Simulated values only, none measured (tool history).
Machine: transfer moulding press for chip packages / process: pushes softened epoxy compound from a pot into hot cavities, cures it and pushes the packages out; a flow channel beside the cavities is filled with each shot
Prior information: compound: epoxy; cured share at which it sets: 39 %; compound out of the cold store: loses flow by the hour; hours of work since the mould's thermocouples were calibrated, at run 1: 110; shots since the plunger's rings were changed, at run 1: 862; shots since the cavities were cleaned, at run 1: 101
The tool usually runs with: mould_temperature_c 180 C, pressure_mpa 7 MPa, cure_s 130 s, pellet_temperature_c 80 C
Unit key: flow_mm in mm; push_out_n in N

run	hour	mould_temperature_c	pressure_mpa	cure_s	pellet_temperature_c	hours of work since the mould's thermocouples were calibrated	shots since the plunger's rings were changed	shots since the cavities were cleaned	incoming compound's hours out of the cold store	flow_mm	push_out_n
1	0	180	7	130	80	110	862	101	41.1	590	543
2	34.1	180	7	130	80	137	1259	498	36.9	598	663
# hour 39.9: cavities cleaned with cleaning compound and waxed
3	76.4	180	7	130	80	169	1734	425	46.1	565	655
# hour 85.8: cavities cleaned with cleaning compound and waxed
4	116.5	180	7	130	80	199	2183	357	11.2	721	612
# hour 132.5: cavities cleaned with cleaning compound and waxed
5	150.1	180	7	130	80	225	2557	206	17	665	587
# hour 179.3: cavities cleaned with cleaning compound and waxed
6	200.2	180	7	130	80	263	3122	243	39.1	573	586
# hour 224.9: cavities cleaned with cleaning compound and waxed
7	252.3	180	5.41	130	80	303	3710	319	46.1	485	613
# hour 271.3: cavities cleaned with cleaning compound and waxed
8	293.8	180	5.41	130	78	334	4176	262	22.5	567	630
# hour 319.5: cavities cleaned with cleaning compound and waxed
9	338.8	180	7	130	75	369	4682	224	44	552	564
# hour 367.8: cavities cleaned with cleaning compound and waxed
10	392.6	180	7	130	80	410	5290	288	37.3	561	596
# hour 407.7: plunger's sealing rings changed
# hour 418.1: cavities cleaned with cleaning compound and waxed
11	426.4	180	7	130	80	433	200	96	35.9	604	511
12	449.8	180	7	164	80	452	474	370	29.9	631	603
# hour 466.8: cavities cleaned with cleaning compound and waxed
13	488.1	180	7	130	80	481	902	248	46.1	574	574
14	510.2	180	7	130	80	498	1158	504	23	659	665
# hour 515: cavities cleaned with cleaning compound and waxed
15	548.4	180	7	130	80	527	1586	389	36.9	594	615
# hour 562.5: cavities cleaned with cleaning compound and waxed
16	601.7	180	6.79	130	80	568	2188	456	44.2	553	657
# hour 608.6: cavities cleaned with cleaning compound and waxed
17	636.6	187	7.46	156	74	594	2576	325	18.6	658	564
# hour 655.8: cavities cleaned with cleaning compound and waxed
18	678.4	187	5.47	156	87	626	3046	263	9.1	592	555
# hour 702.7: cavities cleaned with cleaning compound and waxed
19	724.4	187	5.47	156	80	661	3563	252	13.5	580	551
# hour 752: cavities cleaned with cleaning compound and waxed
20	760.3	187	5.47	156	70	688	3963	96	25.8	528	508
# hour 788.3: mould's thermocouples calibrated
21	788.3	187	7.75	156	85	0	4266	399	34.1	591	595
# hour 801.3: cavities cleaned with cleaning compound and waxed
22	830.5	183	7	130	83	32	4739	339	40.6	544	621
# hour 850.6: cavities cleaned with cleaning compound and waxed
23	863.3	183	7	130	83	57	5104	148	26.7	597	547
# hour 893.5: plunger's sealing rings changed
# hour 899.4: cavities cleaned with cleaning compound and waxed
24	905.1	175	7.49	121	72	87	117	66	24.6	688	680
# hour 948.2: cavities cleaned with cleaning compound and waxed
25	948.2	175	6.67	134	73	119	601	0	46.4	560	529
26	975.5	180	8.43	145	80	141	919	318	32.4	674	595
# hour 995: cavities cleaned with cleaning compound and waxed
27	1022	180	8.43	145	80	176	1442	313	22.3	720	594

Alternative continuations, all from the tool just after run 27; predict every row:
# hour 1041.6: cavities cleaned with cleaning compound and waxed
A	1069	177	8.43	123	78	212	1972	319	19	?	?
# hour 1041.6: cavities cleaned with cleaning compound and waxed
B	1069	180	7	130	86	212	1972	319	23	?	?
# hour 1041.6: cavities cleaned with cleaning compound and waxed
C	1069	180	8.43	145	89	212	1972	319	18.7	?	?
# hour 1041.6: cavities cleaned with cleaning compound and waxed
D	1069	180	7.05	132	73	212	1972	319	20	?	?

run	flow_mm	push_out_n
A	745	725
B	643	620
C	726	586
D	661	644
Without the tool's hidden state the same runs would have given:
run	flow_mm	push_out_n
A	763	552
B	658	476
C	743	452
D	677	497

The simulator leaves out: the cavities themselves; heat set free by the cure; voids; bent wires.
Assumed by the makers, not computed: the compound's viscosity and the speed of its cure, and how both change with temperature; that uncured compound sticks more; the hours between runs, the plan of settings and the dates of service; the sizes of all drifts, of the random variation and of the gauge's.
